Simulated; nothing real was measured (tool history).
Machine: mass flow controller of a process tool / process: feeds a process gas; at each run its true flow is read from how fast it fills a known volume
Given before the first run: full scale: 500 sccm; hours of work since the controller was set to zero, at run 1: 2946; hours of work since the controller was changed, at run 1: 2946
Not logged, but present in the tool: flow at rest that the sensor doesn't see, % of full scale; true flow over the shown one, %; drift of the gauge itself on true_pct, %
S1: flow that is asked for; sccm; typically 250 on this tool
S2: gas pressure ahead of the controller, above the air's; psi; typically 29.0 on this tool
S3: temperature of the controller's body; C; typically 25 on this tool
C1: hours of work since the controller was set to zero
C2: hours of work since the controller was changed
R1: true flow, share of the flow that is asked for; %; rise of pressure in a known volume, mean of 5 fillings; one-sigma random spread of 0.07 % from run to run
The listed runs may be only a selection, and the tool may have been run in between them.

| run | hour | S1 | S2 | S3 | C1 | C2 | R1 |
|---|---|---|---|---|---|---|---|
| 1 | 0.0 | 250 | 29.0 | 25 | 2946 | 2946 | 98.84 |
| 2 | 97.2 | 250 | 29.0 | 31 | 3021 | 3021 | 99.15 |
| 3 | 210.9 | 250 | 29.0 | 31 | 3109 | 3109 | 99.29 |
| 4 | 303.5 | 250 | 31.3 | 31 | 3181 | 3181 | 99.22 |
| 5 | 395.2 | 250 | 29.0 | 25 | 3252 | 3252 | 98.55 |
| 6 | 489.8 | 250 | 29.0 | 25 | 3326 | 3326 | 98.48 |
| 7 | 597.4 | 250 | 29.0 | 25 | 3409 | 3409 | 98.56 |
| 8 | 659.0 | 250 | 29.0 | 25 | 3457 | 3457 | 98.49 |
| 9 | 776.9 | 373 | 29.0 | 25 | 3548 | 3548 | 98.95 |
| 10 | 859.9 | 373 | 29.0 | 25 | 3612 | 3612 | 98.83 |
| 11 | 938.3 | 250 | 29.0 | 25 | 3673 | 3673 | 98.28 |
| 12 | 1038.3 | 250 | 29.0 | 25 | 3751 | 3751 | 98.22 |
| 13 | 1125.2 | 250 | 29.0 | 25 | 3818 | 3818 | 98.27 |
| 14 | 1233.1 | 250 | 29.0 | 25 | 3902 | 3902 | 98.21 |
| 15 | 1301.0 | 250 | 29.0 | 25 | 3954 | 3954 | 97.97 |
| 16 | 1366.8 | 250 | 29.3 | 25 | 4005 | 4005 | 97.99 |
| 17 | 1473.4 | 250 | 29.3 | 25 | 4088 | 4088 | 98.07 |
| 18 | 1563.4 | 250 | 38.0 | 25 | 4158 | 4158 | 98.22 |
| 19 | 1653.8 | 250 | 29.0 | 25 | 4228 | 4228 | 97.81 |
| 20 | 1777.6 | 250 | 29.0 | 25 | 4324 | 4324 | 97.98 |
| 21 | 1865.5 | 250 | 29.0 | 25 | 4392 | 4392 | 97.78 |
| 22 | 1930.9 | 361 | 29.0 | 28 | 4443 | 4443 | 98.55 |
| 23 | 2019.9 | 61 | 27.7 | 23 | 4512 | 4512 | 96.52 |
| 24 | 2073.7 | 53 | 27.7 | 23 | 4554 | 4554 | 96.59 |
| 25 | 2162.7 | 478 | 22.5 | 28 | 4623 | 4623 | 98.63 |
| 26 | 2269.9 | 478 | 22.5 | 28 | 4706 | 4706 | 98.74 |
| 27 | 2384.1 | 79 | 36.3 | 25 | 4794 | 4794 | 96.98 |
| 28 | 2485.4 | 368 | 36.3 | 33 | 4873 | 4873 | 98.89 |
| 29 | 2539.0 | 368 | 33.2 | 26 | 4914 | 4914 | 98.19 |
|  | 2583.2 | gauge calibrated |
| 30 | 2651.6 | 250 | 29.0 | 25 | 5002 | 5002 | 98.81 |
| 31 | 2736.4 | 278 | 23.9 | 39 | 5067 | 5067 | 99.76 |
| 32 | 2805.2 | 278 | 23.9 | 39 | 5121 | 5121 | 99.95 |
| 33 | 2918.7 | 278 | 39.9 | 39 | 5209 | 5209 | 100.18 |
| 34 | 2979.3 | 278 | 39.9 | 39 | 5256 | 5256 | 100.27 |
| 35 | 3079.2 | 278 | 39.9 | 39 | 5333 | 5333 | 100.22 |
| 36 | 3150.4 | 229 | 22.5 | 24 | 5388 | 5388 | 98.08 |
| 37 | 3223.6 | 105 | 29.0 | 25 | 5445 | 5445 | 97.70 |
| 38 | 3322.1 | 105 | 29.0 | 25 | 5521 | 5521 | 97.64 |
| 39 | 3416.3 | 105 | 29.0 | 25 | 5594 | 5594 | 97.72 |
| 40 | 3532.9 | 105 | 29.0 | 25 | 5685 | 5685 | 97.47 |
| 41 | 3616.4 | 105 | 29.0 | 25 | 5750 | 5750 | 97.61 |
| 42 | 3701.8 | 294 | 34.1 | 32 | 5816 | 5816 | 99.17 |

Forecast each of these 5 alternatives for the next run:
| A | 3781.6 | 198 | 33.2 | 23 | 5878 | 5878 | ? |
| B | 3781.6 | 103 | 31.2 | 25 | 5878 | 5878 | ? |
| C | 3781.6 | 188 | 25.2 | 25 | 5878 | 5878 | ? |
| D | 3781.6 | 162 | 27.3 | 25 | 5878 | 5878 | ? |
| E | 3781.6 | 294 | 31.0 | 32 | 5878 | 5878 | ? |

| run | R1 |
|---|---|
| A | 97.95 |
| B | 97.69 |
| C | 97.73 |
| D | 97.64 |
| E | 98.98 |
What these runs would have given with no unlogged condition in the tool:
| run | R1 |
|---|---|
| A | 98.62 |
| B | 98.35 |
| C | 98.39 |
| D | 98.30 |
| E | 99.66 |
